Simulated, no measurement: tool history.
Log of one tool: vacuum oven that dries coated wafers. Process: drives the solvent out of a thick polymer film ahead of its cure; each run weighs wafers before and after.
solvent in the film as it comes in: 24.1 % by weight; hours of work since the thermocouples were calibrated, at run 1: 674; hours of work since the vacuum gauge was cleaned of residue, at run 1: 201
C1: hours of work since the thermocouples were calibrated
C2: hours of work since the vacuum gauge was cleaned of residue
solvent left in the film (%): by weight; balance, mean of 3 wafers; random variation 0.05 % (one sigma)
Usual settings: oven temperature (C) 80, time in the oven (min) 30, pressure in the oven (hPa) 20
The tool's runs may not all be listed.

run 1 hour=0 | oven_temperature_(C)=80 time_in_the_oven_(min)=30 pressure_in_the_oven_(hPa)=20 | C1=674 C2=201 | solvent_left_in_the_film_(%)=1.75
run 2 hour=107.8 | oven_temperature_(C)=80 time_in_the_oven_(min)=30 pressure_in_the_oven_(hPa)=20 | C1=734 C2=261 | solvent_left_in_the_film_(%)=1.66
run 3 hour=200.8 | oven_temperature_(C)=80 time_in_the_oven_(min)=30 pressure_in_the_oven_(hPa)=20 | C1=786 C2=313 | solvent_left_in_the_film_(%)=1.79
run 4 hour=258.1 | oven_temperature_(C)=80 time_in_the_oven_(min)=30 pressure_in_the_oven_(hPa)=46 | C1=818 C2=345 | solvent_left_in_the_film_(%)=3
run 5 hour=362.2 | oven_temperature_(C)=80 time_in_the_oven_(min)=30 pressure_in_the_oven_(hPa)=46 | C1=877 C2=404 | solvent_left_in_the_film_(%)=2.9
run 6 hour=479.3 | oven_temperature_(C)=80 time_in_the_oven_(min)=20 pressure_in_the_oven_(hPa)=20 | C1=942 C2=469 | solvent_left_in_the_film_(%)=3
run 7 hour=534.5 | oven_temperature_(C)=80 time_in_the_oven_(min)=20 pressure_in_the_oven_(hPa)=20 | C1=973 C2=500 | solvent_left_in_the_film_(%)=2.96
run 8 hour=595.8 | oven_temperature_(C)=80 time_in_the_oven_(min)=20 pressure_in_the_oven_(hPa)=20 | C1=1007 C2=534 | solvent_left_in_the_film_(%)=2.99
run 9 hour=646.4 | oven_temperature_(C)=80 time_in_the_oven_(min)=20 pressure_in_the_oven_(hPa)=20 | C1=1036 C2=562 | solvent_left_in_the_film_(%)=3
run 10 hour=704.4 | oven_temperature_(C)=80 time_in_the_oven_(min)=20 pressure_in_the_oven_(hPa)=20 | C1=1068 C2=595 | solvent_left_in_the_film_(%)=2.84
run 11 hour=766.9 | oven_temperature_(C)=80 time_in_the_oven_(min)=39 pressure_in_the_oven_(hPa)=20 | C1=1103 C2=630 | solvent_left_in_the_film_(%)=1.3
run 12 hour=877.8 | oven_temperature_(C)=80 time_in_the_oven_(min)=39 pressure_in_the_oven_(hPa)=20 | C1=1165 C2=692 | solvent_left_in_the_film_(%)=1.27
run 13 hour=951.2 | oven_temperature_(C)=80 time_in_the_oven_(min)=39 pressure_in_the_oven_(hPa)=20 | C1=1206 C2=733 | solvent_left_in_the_film_(%)=1.21
run 14 hour=1066.8 | oven_temperature_(C)=80 time_in_the_oven_(min)=39 pressure_in_the_oven_(hPa)=20 | C1=1271 C2=798 | solvent_left_in_the_film_(%)=1.15
run 15 hour=1159.1 | oven_temperature_(C)=80 time_in_the_oven_(min)=39 pressure_in_the_oven_(hPa)=20 | C1=1322 C2=849 | solvent_left_in_the_film_(%)=1.3
run 16 hour=1259.3 | oven_temperature_(C)=80 time_in_the_oven_(min)=39 pressure_in_the_oven_(hPa)=55.7 | C1=1378 C2=905 | solvent_left_in_the_film_(%)=2.93
run 17 hour=1326.7 | oven_temperature_(C)=68 time_in_the_oven_(min)=50 pressure_in_the_oven_(hPa)=58.9 | C1=1416 C2=943 | solvent_left_in_the_film_(%)=5.9
run 18 hour=1423.4 | oven_temperature_(C)=72 time_in_the_oven_(min)=39 pressure_in_the_oven_(hPa)=43.2 | C1=1470 C2=997 | solvent_left_in_the_film_(%)=4.09
run 19 hour=1474.3 | oven_temperature_(C)=94 time_in_the_oven_(min)=39 pressure_in_the_oven_(hPa)=16.1 | C1=1499 C2=1026 | solvent_left_in_the_film_(%)=0.47
-- hour=1535.8 oven's thermocouples calibrated
run 20 hour=1540.9 | oven_temperature_(C)=94 time_in_the_oven_(min)=39 pressure_in_the_oven_(hPa)=54 | C1=3 C2=1062 | solvent_left_in_the_film_(%)=1.78
run 21 hour=1657.9 | oven_temperature_(C)=80 time_in_the_oven_(min)=19 pressure_in_the_oven_(hPa)=29.9 | C1=68 C2=1127 | solvent_left_in_the_film_(%)=4.45
run 22 hour=1732.8 | oven_temperature_(C)=87 time_in_the_oven_(min)=19 pressure_in_the_oven_(hPa)=48.7 | C1=110 C2=1169 | solvent_left_in_the_film_(%)=2.91
run 23 hour=1822.3 | oven_temperature_(C)=66 time_in_the_oven_(min)=48 pressure_in_the_oven_(hPa)=43.6 | C1=160 C2=1219 | solvent_left_in_the_film_(%)=6.7
run 24 hour=1898.4 | oven_temperature_(C)=66 time_in_the_oven_(min)=48 pressure_in_the_oven_(hPa)=43.6 | C1=203 C2=1262 | solvent_left_in_the_film_(%)=6.59
run 25 hour=1976.5 | oven_temperature_(C)=80 time_in_the_oven_(min)=19 pressure_in_the_oven_(hPa)=19.4 | C1=247 C2=1305 | solvent_left_in_the_film_(%)=3.74
run 26 hour=2085.5 | oven_temperature_(C)=77 time_in_the_oven_(min)=18 pressure_in_the_oven_(hPa)=20 | C1=308 C2=1366 | solvent_left_in_the_film_(%)=5.08
run 27 hour=2147.2 | oven_temperature_(C)=77 time_in_the_oven_(min)=18 pressure_in_the_oven_(hPa)=20 | C1=342 C2=1401 | solvent_left_in_the_film_(%)=5.16

Forecast each of these 4 alternatives for the next run:
run A hour=2236.6 | oven_temperature_(C)=79 time_in_the_oven_(min)=36 pressure_in_the_oven_(hPa)=18.7 | C1=392 C2=1451 | solvent_left_in_the_film_(%)=?
run B hour=2236.6 | oven_temperature_(C)=80 time_in_the_oven_(min)=44 pressure_in_the_oven_(hPa)=20 | C1=392 C2=1451 | solvent_left_in_the_film_(%)=?
run C hour=2236.6 | oven_temperature_(C)=68 time_in_the_oven_(min)=41 pressure_in_the_oven_(hPa)=64.4 | C1=392 C2=1451 | solvent_left_in_the_film_(%)=?
run D hour=2236.6 | oven_temperature_(C)=80 time_in_the_oven_(min)=30 pressure_in_the_oven_(hPa)=64.9 | C1=392 C2=1451 | solvent_left_in_the_film_(%)=?

run=A solvent_left_in_the_film_(%)=1.72
run=B solvent_left_in_the_film_(%)=1.24
run=C solvent_left_in_the_film_(%)=8
run=D solvent_left_in_the_film_(%)=4.05
Without the tool's hidden state the same runs would have given:
run=A solvent_left_in_the_film_(%)=1.81
run=B solvent_left_in_the_film_(%)=1.25
run=C solvent_left_in_the_film_(%)=8.42
run=D solvent_left_in_the_film_(%)=4.27
